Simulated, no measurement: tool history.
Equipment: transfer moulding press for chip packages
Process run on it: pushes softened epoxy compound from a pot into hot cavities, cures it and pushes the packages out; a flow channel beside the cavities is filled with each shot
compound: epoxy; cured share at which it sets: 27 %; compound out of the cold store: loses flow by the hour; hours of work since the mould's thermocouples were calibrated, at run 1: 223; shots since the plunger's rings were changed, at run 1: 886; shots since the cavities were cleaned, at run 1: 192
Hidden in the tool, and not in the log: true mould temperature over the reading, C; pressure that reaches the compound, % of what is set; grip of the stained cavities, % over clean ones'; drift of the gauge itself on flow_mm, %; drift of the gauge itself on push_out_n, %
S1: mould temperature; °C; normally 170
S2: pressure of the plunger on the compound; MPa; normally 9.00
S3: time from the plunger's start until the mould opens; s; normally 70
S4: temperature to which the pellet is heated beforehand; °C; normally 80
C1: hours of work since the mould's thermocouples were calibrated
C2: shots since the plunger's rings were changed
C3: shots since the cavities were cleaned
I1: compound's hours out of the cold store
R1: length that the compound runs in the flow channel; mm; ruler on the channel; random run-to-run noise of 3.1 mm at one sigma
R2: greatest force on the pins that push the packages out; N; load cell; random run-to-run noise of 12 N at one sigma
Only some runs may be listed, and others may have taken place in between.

run    hour   S1     S2  S3  S4   C1    C2   C3    I1   R1    R2
  1     0.0  170   9.00  70  80  223   886  192  45.5  701   676
       59.5  -- cavities cleaned with cleaning compound and waxed
  2    80.5  170   9.00  70  80  270  1980  291  19.0  848  1341
      129.8  -- cavities cleaned with cleaning compound and waxed
  3   131.7  170   9.00  70  86  300  2666   26  38.7  728   556
      178.9  -- plunger's sealing rings changed
      206.6  -- cavities cleaned with cleaning compound and waxed
  4   217.6  170   9.00  70  86  349   514  152  39.2  735   627
      280.1  -- cavities cleaned with cleaning compound and waxed
  5   284.8  170   9.00  70  86  388  1422   65  11.1  901   594
  6   328.7  170   9.00  70  83  414  2031  674  27.3  791   900
      351.1  -- cavities cleaned with cleaning compound and waxed
  7   403.7  170   9.00  70  83  458  3047  728  40.5  713   905
      419.8  -- plunger's sealing rings changed
      426.6  -- cavities cleaned with cleaning compound and waxed
  8   487.8  170   9.00  70  83  505   920  847  35.7  753   931
      496.7  -- cavities cleaned with cleaning compound and waxed
      570.6  -- cavities cleaned with cleaning compound and waxed
      582.2  -- cavities cleaned with cleaning compound and waxed, once more
  9   582.2  170   9.00  75  80  559  2164    0  43.0  703   476
 10   640.3  170   9.00  75  80  593  2967  803  46.3  682   865
      654.3  -- cavities cleaned with cleaning compound and waxed
      667.6  -- plunger's sealing rings changed
 11   692.4  173   8.73  75  80  622   343  492  13.7  862   741
      730.7  -- cavities cleaned with cleaning compound and waxed
 12   737.2  170   6.91  70  80  648   942   90  44.7  619   582
      765.1  -- mould's thermocouples calibrated
      807.1  -- cavities cleaned with cleaning compound and waxed
 13   807.1  170   6.91  70  81   24  1861    0  32.7  666   545
 14   861.4  170   8.45  87  81   56  2612  751  36.2  719   776
      876.5  -- cavities cleaned with cleaning compound and waxed
      911.2  -- plunger's sealing rings changed
 15   934.0  170   8.45  87  81   97   316  761  45.1  681   769
      949.7  -- cavities cleaned with cleaning compound and waxed
 16   989.9  173  10.61  70  80  130  1069  557  44.0  757   789
     1021.4  -- cavities cleaned with cleaning compound and waxed
 17  1054.7  173  10.61  70  80  167  1945  461  43.9  760   737
     1091.5  -- cavities cleaned with cleaning compound and waxed
 18  1138.4  165   9.00  80  89  216  3081  648  27.4  795   981
     1151.7  -- plunger's sealing rings changed
     1163.3  -- cavities cleaned with cleaning compound and waxed
 19  1219.1  165   9.00  80  89  262   911  772  25.3  836  1004

Forecast each of these 5 alternatives for the next run:
     1234.5  -- cavities cleaned with cleaning compound and waxed
  A  1288.2  167  9.17   70  84  302  1846  742  47.4   ?   ?
     1234.5  -- cavities cleaned with cleaning compound and waxed
  B  1288.2  178  9.00   70  79  302  1846  742  16.9   ?   ?
     1234.5  -- cavities cleaned with cleaning compound and waxed
  C  1288.2  164  9.00   80  89  302  1846  742  17.5   ?   ?
     1234.5  -- cavities cleaned with cleaning compound and waxed
  D  1288.2  165  9.00  102  76  302  1846  742  30.1   ?   ?
     1234.5  -- cavities cleaned with cleaning compound and waxed
  E  1288.2  165  9.00   60  74  302  1846  742  30.1   ?   ?

run   R1    R2
  A  698  1058
  B  834   804
  C  876  1062
  D  798   815
  E  798  1960
With no hidden state in the tool, these same runs would have given:
run   R1    R2
  A  713   609
  B  852   448
  C  895   608
  D  815   455
  E  815  1132
